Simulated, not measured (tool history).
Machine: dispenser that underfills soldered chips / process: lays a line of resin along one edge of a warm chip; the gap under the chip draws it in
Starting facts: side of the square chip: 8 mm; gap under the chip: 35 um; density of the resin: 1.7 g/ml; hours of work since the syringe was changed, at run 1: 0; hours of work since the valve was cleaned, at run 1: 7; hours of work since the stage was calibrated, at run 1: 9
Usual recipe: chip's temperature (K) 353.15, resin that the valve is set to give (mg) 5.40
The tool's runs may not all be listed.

run	hour	chip's temperature (K)	resin that the valve is set to give (mg)	hours of work since the syringe was changed	hours of work since the valve was cleaned	hours of work since the stage was calibrated	time until the resin shows at the far edge (s)	resin that the valve gave (mg)
1	0.0	353.15	5.40	0	7	9	104.1	5.39
2	3.4	354.15	5.40	2	9	11	112.9	5.35
3	7.4	353.15	5.40	5	11	13	139.8	5.37
4	12.5	353.15	5.40	8	15	17	168.0	5.32
# hour 14.4: new syringe of resin
5	17.4	353.15	5.40	2	17	19	113.5	5.30
6	22.3	344.15	5.40	5	20	22	217.3	5.37
7	26.2	353.15	5.87	7	23	25	159.5	5.72
# hour 29.2: new syringe of resin
8	30.8	357.15	5.87	1	25	27	89.7	5.77
9	35.8	359.15	5.87	4	29	31	99.4	5.77
10	40.0	359.15	5.87	7	31	33	118.0	5.85
11	42.7	350.15	5.40	8	33	35	202.6	5.29
# hour 43.9: new syringe of resin
12	46.5	350.15	5.40	2	35	37	131.3	5.37
13	48.8	358.15	5.40	3	36	38	96.1	5.25
14	51.7	358.15	5.40	5	38	40	108.1	5.32
15	55.9	353.15	5.40	7	41	43	159.1	5.28
# hour 58.7: new syringe of resin
16	59.5	353.15	5.40	0	43	45	102.4	5.34
17	63.6	353.15	5.40	3	45	47	120.8	5.16
18	66.1	344.15	5.40	5	47	49	204.2	5.24
19	70.9	344.15	5.40	7	50	52	251.5	5.14
# hour 73.6: new syringe of resin
20	73.9	344.15	5.47	0	51	53	160.3	5.31
21	78.2	348.15	5.40	3	54	56	156.2	5.10
22	80.6	348.15	5.40	4	55	57	173.2	5.24
23	85.2	348.15	5.40	7	58	60	204.7	5.12
# hour 88.5: new syringe of resin
24	89.7	350.15	4.95	1	61	63	129.8	4.63
25	92.0	367.15	4.88	2	62	64	63.1	4.53
26	96.9	358.15	6.08	5	65	67	106.6	5.81
27	100.7	361.15	5.90	7	68	70	110.6	5.54
# hour 103.6: new syringe of resin
28	105.7	361.15	4.95	1	71	73	80.4	4.73
29	108.0	361.15	6.93	3	72	74	83.0	6.55
30	112.8	343.15	4.78	6	75	77	262.7	4.52
31	117.7	353.15	4.62	9	78	80	191.2	4.30
# hour 118.7: new syringe of resin
32	121.9	353.15	4.62	2	80	82	122.9	4.39
33	126.5	353.15	4.63	5	83	85	148.1	4.31
34	130.4	353.15	4.63	7	86	88	173.6	4.31
# hour 133.5: new syringe of resin
35	134.8	353.15	4.63	1	88	90	117.3	4.39
36	139.8	346.15	6.70	4	91	93	178.7	6.15

Predict each of these 3 candidate next runs independently; none follows another, all start after run 36:
A	144.4	354.15	5.40	7	94	96	?	?
B	144.4	340.15	5.55	7	94	96	?	?
C	144.4	356.15	5.40	7	94	96	?	?

run	time until the resin shows at the far edge (s)	resin that the valve gave (mg)
A	152.2	5.04
B	298.7	5.33
C	139.4	5.05
What these runs would have given with no unlogged condition in the tool:
run	time until the resin shows at the far edge (s)	resin that the valve gave (mg)
A	97.8	5.41
B	192.1	5.71
C	89.8	5.43

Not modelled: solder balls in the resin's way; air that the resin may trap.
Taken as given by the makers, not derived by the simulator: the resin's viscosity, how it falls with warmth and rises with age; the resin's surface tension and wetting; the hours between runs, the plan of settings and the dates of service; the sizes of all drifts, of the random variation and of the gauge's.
